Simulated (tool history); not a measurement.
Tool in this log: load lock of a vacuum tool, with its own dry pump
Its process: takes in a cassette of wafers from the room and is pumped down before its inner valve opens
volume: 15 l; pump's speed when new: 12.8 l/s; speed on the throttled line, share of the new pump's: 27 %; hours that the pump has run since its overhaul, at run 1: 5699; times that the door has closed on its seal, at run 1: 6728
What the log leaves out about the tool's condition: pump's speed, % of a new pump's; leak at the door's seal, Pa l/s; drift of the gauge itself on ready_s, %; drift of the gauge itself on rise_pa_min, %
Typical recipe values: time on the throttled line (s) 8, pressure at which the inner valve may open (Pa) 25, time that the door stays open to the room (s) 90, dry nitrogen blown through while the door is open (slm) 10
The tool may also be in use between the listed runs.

run   hour  time on the throttled line (s)  pressure at which the inner valve may open (Pa)  time that the door stays open to the room (s)  dry nitrogen blown through while the door is open (slm)  hours that the pump has run since its overhaul  times that the door has closed on its seal  incoming humidity of the room's air, %  time from the closed door until the inner valve may open (s)  rise of the pressure with all valves shut (Pa/min)
  1    0.0                               8                                               25                                             90                                                       10                                            5699                                        6728                                    44.3                                                          16.3                                               0.113
  2  113.7                               6                                               25                                             90                                                       10                                            5813                                        7216                                    43.7                                                          14.7                                               0.114
  3  234.3                               6                                               25                                             90                                                       10                                            5933                                        7733                                    46.0                                                          14.8                                               0.119
  4  353.0                               6                                               25                                             90                                                        6                                            6052                                        8242                                    46.1                                                          14.9                                               0.126
  5  473.0                               8                                               25                                             90                                                       10                                            6172                                        8756                                    46.1                                                          16.3                                               0.129
  6  526.7                               8                                               25                                             90                                                       34                                            6226                                        8986                                    46.3                                                          16.2                                               0.100
  7  633.3                              11                                               25                                             61                                                        4                                            6332                                        9443                                    45.7                                                          18.5                                               0.121
  8  723.2                              11                                               25                                             61                                                        4                                            6422                                        9828                                    45.5                                                          18.6                                               0.125
  9  779.8                              11                                               36                                             65                                                        4                                            6479                                       10071                                    44.2                                                          17.9                                               0.125
 10  840.8                              11                                               46                                            202                                                       18                                            6540                                       10333                                    47.2                                                          17.6                                               0.145

What if the next run were any one of these 5? Each begins from the tool's condition after run 10:
  A  924.0                               8                                               38                                            131                                                       32                                            6623                                       10690                                    49.4                                                             ?                                                   ?
  B  924.0                               8                                               28                                             90                                                       10                                            6623                                       10690                                    43.3                                                             ?                                                   ?
  C  924.0                               8                                               43                                             90                                                       14                                            6623                                       10690                                    44.3                                                             ?                                                   ?
  D  924.0                               4                                               46                                            204                                                       34                                            6623                                       10690                                    46.2                                                             ?                                                   ?
  E  924.0                              11                                               36                                            202                                                       18                                            6623                                       10690                                    40.7                                                             ?                                                   ?

run  time from the closed door until the inner valve may open (s)  rise of the pressure with all valves shut (Pa/min)
  A                                                          15.9                                               0.126
  B                                                          16.1                                               0.128
  C                                                          15.7                                               0.121
  D                                                          12.7                                               0.131
  E                                                          18.0                                               0.142
Take away the tool's hidden state, keep each run's random variation, and the runs would have read:
run  time from the closed door until the inner valve may open (s)  rise of the pressure with all valves shut (Pa/min)
  A                                                          15.2                                               0.078
  B                                                          15.5                                               0.080
  C                                                          15.0                                               0.072
  D                                                          11.9                                               0.083
  E                                                          17.3                                               0.093
